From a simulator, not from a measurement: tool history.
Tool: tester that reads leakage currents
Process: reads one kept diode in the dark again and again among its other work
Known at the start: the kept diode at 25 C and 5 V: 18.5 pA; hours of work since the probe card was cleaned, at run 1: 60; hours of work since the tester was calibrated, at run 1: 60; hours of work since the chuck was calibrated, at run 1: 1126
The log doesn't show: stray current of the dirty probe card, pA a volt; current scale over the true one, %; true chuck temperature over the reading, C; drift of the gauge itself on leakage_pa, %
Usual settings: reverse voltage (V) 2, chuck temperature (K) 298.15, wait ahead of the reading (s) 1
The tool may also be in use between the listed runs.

run	day	reverse voltage (V)	chuck temperature (K)	wait ahead of the reading (s)	hours of work since the probe card was cleaned	hours of work since the tester was calibrated	hours of work since the chuck was calibrated	current that the tester gives (pA)
1	0	2	298.15	1	60	60	1126	12.91
2	1.354	16.49	298.15	1	82	82	1148	40.98
3	2.612	16.49	298.15	1	102	102	1168	41.13
4	4.308	16.49	298.15	8.92	129	129	1196	36.67
# day 5.575: chuck's temperature calibrated
5	5.596	2	298.15	0.63	149	149	0	12.96
6	6.871	2	298.15	0.63	169	169	21	12.81
7	8.279	2	298.15	0.63	192	192	43	12.93
8	10.033	2	298.15	0.63	220	220	72	12.89
9	12.188	1.05	298.15	8.17	255	255	106	8.6
10	14.388	5.07	298.15	1.13	290	290	142	20.54
11	16.454	1.5	330.15	1	323	323	175	81.94
12	17.688	5.22	310.15	7.04	343	343	195	44.34
13	20.167	5.22	310.15	0.58	383	383	235	46.97
14	21.75	1.81	295.15	2.32	408	408	260	9.45
15	23.871	9.48	298.15	7.5	443	443	294	27.05
16	25.179	9.48	298.15	7.5	464	464	315	27.19

Forecast each of these 4 alternatives for the next run:
A	27.192	9.48	327.15	7.5	496	496	348	?
B	27.192	2.44	319.15	1	496	496	348	?
C	27.192	17.31	319.15	7.5	496	496	348	?
D	27.192	9.48	311.15	0.87	496	496	348	?

run	current that the tester gives (pA)
A	174.37
B	54.56
C	146.31
D	67.27
Without the tool's hidden state the same runs would have given:
run	current that the tester gives (pA)
A	172.27
B	53.93
C	143.65
D	65.92
